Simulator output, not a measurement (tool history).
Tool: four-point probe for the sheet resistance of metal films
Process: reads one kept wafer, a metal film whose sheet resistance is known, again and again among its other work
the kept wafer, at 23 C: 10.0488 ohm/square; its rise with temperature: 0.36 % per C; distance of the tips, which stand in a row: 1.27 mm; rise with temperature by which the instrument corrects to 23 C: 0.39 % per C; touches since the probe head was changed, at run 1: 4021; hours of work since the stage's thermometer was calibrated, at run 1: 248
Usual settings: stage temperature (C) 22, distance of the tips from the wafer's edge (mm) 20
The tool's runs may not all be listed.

run,hour,stage temperature (C),distance of the tips from the wafer's edge (mm),touches since the probe head was changed,hours of work since the stage's thermometer was calibrated,sheet resistance as the instrument gives it (ohm/square)
1,0.0,22,20,4021,248,9.954599
2,15.6,34,20,4520,258,9.922121
3,33.0,22,12,5074,269,9.994046
4,42.1,22,12,5365,275,9.991171
5,55.2,22,12,5785,283,9.992967
6,74.7,22,12,6409,296,9.989457
7,89.3,22,12,6875,305,9.991280
8,100.9,22,12,7247,313,9.994530
9,112.5,22,17,7618,320,9.962088
10,128.5,22,17,8128,330,9.965720
11,138.2,22,22,8437,336,9.951171
12,151.0,22,22,8846,345,9.954203
13,161.3,22,22,9177,351,9.952675
14,172.4,22,22,9530,358,9.953208
15,184.7,34,47,9926,366,9.908780
16,202.1,34,47,10480,377,9.909755
17,222.3,30,20,11125,390,9.941737
18,232.5,30,20,11453,397,9.940701
19,244.3,28,18,11831,404,9.948872
20,256.0,19,24,12204,412,9.958033
21,266.7,20,3,12545,419,10.812537

Hidden state or all else? Some run-to-run changes of sheet resistance as the instrument gives it (ohm/square), split into what the settings, what came in and random variation would give without the hidden state, and what is left for the hidden state (with any gauge scatter that isn't in both results):
The hidden state here: inner tips' distance over the nominal, %; tips' flats over new ones', %; wafer's true temperature over the reading, C; drift of the gauge itself on sheet_ohm, %.
Run 2 -> 3: stage temperature (C) 34 -> 22, distance of the tips from the wafer's edge (mm) 20 -> 12. sheet resistance as the instrument gives it (ohm/square) +0.071925: hidden state -0.000660, all else +0.072585.
Run 14 -> 15: stage temperature (C) 22 -> 34, distance of the tips from the wafer's edge (mm) 22 -> 47. sheet resistance as the instrument gives it (ohm/square) -0.044428: hidden state +0.000875, all else -0.045303.
Run 20 -> 21: stage temperature (C) 19 -> 20, distance of the tips from the wafer's edge (mm) 24 -> 3. sheet resistance as the instrument gives it (ohm/square) +0.854504: hidden state -0.008815, all else +0.863319.
